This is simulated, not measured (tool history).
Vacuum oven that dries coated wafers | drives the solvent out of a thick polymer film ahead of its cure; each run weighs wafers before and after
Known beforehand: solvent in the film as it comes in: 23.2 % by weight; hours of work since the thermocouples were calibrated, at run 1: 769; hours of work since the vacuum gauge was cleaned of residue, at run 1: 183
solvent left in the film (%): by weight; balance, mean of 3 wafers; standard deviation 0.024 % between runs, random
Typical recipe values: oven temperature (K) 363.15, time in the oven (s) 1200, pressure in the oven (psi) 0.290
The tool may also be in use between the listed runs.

run    hour  oven temperature (K)  time in the oven (s)  pressure in the oven (psi)  hours of work since the thermocouples were calibrated  hours of work since the vacuum gauge was cleaned of residue  solvent left in the film (%)
  1     0.0                363.15                  1200                       0.290                                                    769                                                          183                          1.69
  2    53.1                363.15                  1200                       0.290                                                    798                                                          212                          1.70
  3    90.1                363.15                  1200                       0.290                                                    818                                                          232                          1.73
  4   115.4                363.15                  1200                       0.290                                                    832                                                          246                          1.71
  5   165.4                366.15                  1200                       0.290                                                    859                                                          273                          1.40
  6   202.2                363.15                  1200                       0.290                                                    879                                                          293                          1.72
  7   251.1                363.15                  1200                       0.290                                                    906                                                          320                          1.73
  8   285.9                363.15                  1200                       0.290                                                    925                                                          339                          1.73
  9   318.4                363.15                  1200                       0.570                                                    943                                                          357                          2.76
 10   342.8                363.15                   780                       0.570                                                    956                                                          370                          4.10
 11   364.7                363.15                   780                       0.570                                                    968                                                          382                          4.10
 12   405.8                356.15                  1200                       0.290                                                    990                                                          404                          2.93
 13   449.1                363.15                  1200                       0.822                                                   1014                                                          428                          3.72
 14   502.1                363.15                  1200                       0.822                                                   1043                                                          457                          3.72
 15   533.6                357.15                  1200                       0.290                                                   1060                                                          474                          2.73
 16   574.5                376.15                  1680                       0.290                                                   1082                                                          496                          0.75
 17   605.5                358.15                   660                       0.592                                                   1099                                                          513                          6.56
 18   638.3                350.15                  1500                       0.216                                                   1117                                                          531                          3.11
 19   692.3                350.15                  1500                       0.216                                                   1146                                                          560                          3.08
 20   733.4                358.15                  1260                       0.145                                                   1168                                                          582                          1.79
 21   762.8                358.15                  1020                       0.145                                                   1184                                                          598                          2.56
 22   793.4                351.15                   840                       0.199                                                   1201                                                          615                          5.72
 23   820.8                351.15                   840                       0.199                                                   1216                                                          630                          5.68
 24   853.2                368.15                  2100                       0.290                                                   1234                                                          648                          1.00
 25   893.9                351.15                   720                       0.551                                                   1256                                                          670                          8.27
 26   929.2                354.15                   720                       0.409                                                   1275                                                          689                          6.65
 27   957.2                371.15                  1200                       0.316                                                   1290                                                          704                          1.13
 28   984.5                371.15                  1200                       0.316                                                   1305                                                          719                          1.10
 29  1009.9                354.15                   600                       0.239                                                   1319                                                          733                          7.06
 30  1059.8                354.15                   600                       0.239                                                   1346                                                          760                          7.06

Some steps in solvent left in the film (%) between neighbouring runs. How much of each would the tool show without its hidden state too (settings, what came in, random variation), and how much is left for the hidden state, with any gauge scatter that isn't in both results?
What the log doesn't record here: true wafer temperature over the reading, C; true pressure over the reading, kPa; drift of the gauge itself on solvent_pct, %.
Run 16 -> 17: oven temperature (K) 376.15 -> 358.15, time in the oven (s) 1680 -> 660, pressure in the oven (psi) 0.290 -> 0.592. solvent left in the film (%) +5.81: hidden state +0.07, all else +5.74.
Run 24 -> 25: oven temperature (K) 368.15 -> 351.15, time in the oven (s) 2100 -> 720, pressure in the oven (psi) 0.290 -> 0.551. solvent left in the film (%) +7.27: hidden state +0.11, all else +7.16.
Run 26 -> 27: oven temperature (K) 354.15 -> 371.15, time in the oven (s) 720 -> 1200, pressure in the oven (psi) 0.409 -> 0.316. solvent left in the film (%) -5.52: hidden state -0.10, all else -5.42.
Run 28 -> 29: oven temperature (K) 371.15 -> 354.15, time in the oven (s) 1200 -> 600, pressure in the oven (psi) 0.316 -> 0.239. solvent left in the film (%) +5.96: hidden state +0.10, all else +5.86.

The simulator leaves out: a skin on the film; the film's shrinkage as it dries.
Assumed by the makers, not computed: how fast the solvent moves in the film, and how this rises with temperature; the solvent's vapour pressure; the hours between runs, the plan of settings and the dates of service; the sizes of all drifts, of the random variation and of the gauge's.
